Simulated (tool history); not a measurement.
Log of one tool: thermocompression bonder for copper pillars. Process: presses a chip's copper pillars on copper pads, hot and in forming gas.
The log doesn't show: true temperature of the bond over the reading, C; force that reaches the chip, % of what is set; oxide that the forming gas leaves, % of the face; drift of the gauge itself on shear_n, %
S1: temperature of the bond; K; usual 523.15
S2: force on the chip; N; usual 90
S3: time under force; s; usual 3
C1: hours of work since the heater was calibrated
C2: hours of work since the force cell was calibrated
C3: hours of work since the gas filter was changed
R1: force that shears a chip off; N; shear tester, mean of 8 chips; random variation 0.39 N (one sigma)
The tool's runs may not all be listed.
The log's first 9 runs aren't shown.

Run 10, hour 243.5: usual settings; C1 469; C2 547; C3 161. Result: R1 44.1 N.
Run 11, hour 276.8: usual settings; C1 491; C2 569; C3 183. Result: R1 44.5 N.
Run 12, hour 306.4: usual settings; C1 510; C2 589; C3 203. Result: R1 43.5 N.
Run 13, hour 339.2: usual settings but S1 497.15 K; C1 532; C2 611; C3 225. Result: R1 33.1 N.
Run 14, hour 376.5: usual settings; C1 557; C2 636; C3 249. Result: R1 44.0 N.
Run 15, hour 398.1: usual settings; C1 571; C2 650; C3 264. Result: R1 44.4 N.
Run 16, hour 433.4: usual settings; C1 595; C2 673; C3 287. Result: R1 43.6 N.
At hour 442.8: forming gas filter changed.
Run 17, hour 454.4: usual settings; C1 608; C2 687; C3 8. Result: R1 46.6 N.
Run 18, hour 483.8: usual settings but S1 542.15 K, S2 86 N, S3 5 s; C1 628; C2 706; C3 27. Result: R1 60.7 N.
Run 19, hour 509.7: usual settings but S1 542.15 K, S2 86 N, S3 5 s; C1 645; C2 723; C3 44. Result: R1 61.0 N.
Run 20, hour 533.1: usual settings but S1 542.15 K, S2 86 N, S3 5 s; C1 660; C2 739; C3 60. Result: R1 61.6 N.
Run 21, hour 577.5: usual settings but S1 508.15 K, S2 75 N, S3 4 s; C1 690; C2 768; C3 89. Result: R1 38.2 N.
Run 22, hour 598.5: usual settings but S1 508.15 K, S2 75 N, S3 4 s; C1 704; C2 782; C3 103. Result: R1 37.6 N.
Run 23, hour 620.4: usual settings but S1 508.15 K, S2 75 N, S3 4 s; C1 718; C2 797; C3 118. Result: R1 37.6 N.
Run 24, hour 662.4: usual settings but S1 532.15 K, S3 2 s; C1 746; C2 825; C3 145. Result: R1 43.7 N.
At hour 680.1: force cell calibrated.
Run 25, hour 699.2: usual settings but S1 532.15 K, S3 2 s; C1 769; C2 13; C3 169. Result: R1 41.2 N.
Run 26, hour 742.3: usual settings but S1 511.15 K, S2 86 N, S3 6 s; C1 798; C2 41; C3 197. Result: R1 47.7 N.
Run 27, hour 784.6: usual settings but S1 545.15 K, S2 96 N, S3 2 s; C1 826; C2 69; C3 225. Result: R1 48.6 N.
Run 28, hour 826.6: usual settings but S1 547.15 K, S2 117 N, S3 2 s; C1 854; C2 97; C3 253. Result: R1 56.8 N.
Run 29, hour 869.2: usual settings but S1 531.15 K; C1 882; C2 125; C3 281. Result: R1 46.7 N.
At hour 885.8: forming gas filter changed.
Run 30, hour 896.3: usual settings but S1 526.15 K; C1 899; C2 143; C3 7. Result: R1 47.6 N.
At hour 929.2: heater calibrated with a thermocouple chip.
Run 31, hour 942.4: usual settings but S1 546.15 K; C1 9; C2 172; C3 36. Result: R1 52.0 N.
Run 32, hour 974.9: usual settings but S1 505.15 K, S2 92 N, S3 4 s; C1 30; C2 194; C3 58. Result: R1 38.9 N.
Run 33, hour 1014.3: usual settings but S2 78 N; C1 56; C2 220; C3 84. Result: R1 37.2 N.

5 ways to go on from here, each from the tool as it stands after run 33. What would each give?
Run A, hour 1051.7: usual settings but S2 76 N, S3 7 s; C1 81; C2 244; C3 109. Result: R1 ?.
Run B, hour 1051.7: usual settings but S1 513.15 K, S2 78 N, S3 2 s; C1 81; C2 244; C3 109. Result: R1 ?.
Run C, hour 1051.7: usual settings but S1 534.15 K, S2 119 N, S3 6 s; C1 81; C2 244; C3 109. Result: R1 ?.
Run D, hour 1051.7: usual settings but S2 78 N, S3 4 s; C1 81; C2 244; C3 109. Result: R1 ?.
Run E, hour 1051.7: usual settings but S2 95 N; C1 81; C2 244; C3 109. Result: R1 ?.

run    R1
  A  48.6
  B  28.1
  C  68.4
  D  40.9
  E  44.3
Without the tool's hidden state the same runs would have given:
run    R1
  A  47.9
  B  27.4
  C  68.3
  D  40.2
  E  43.6
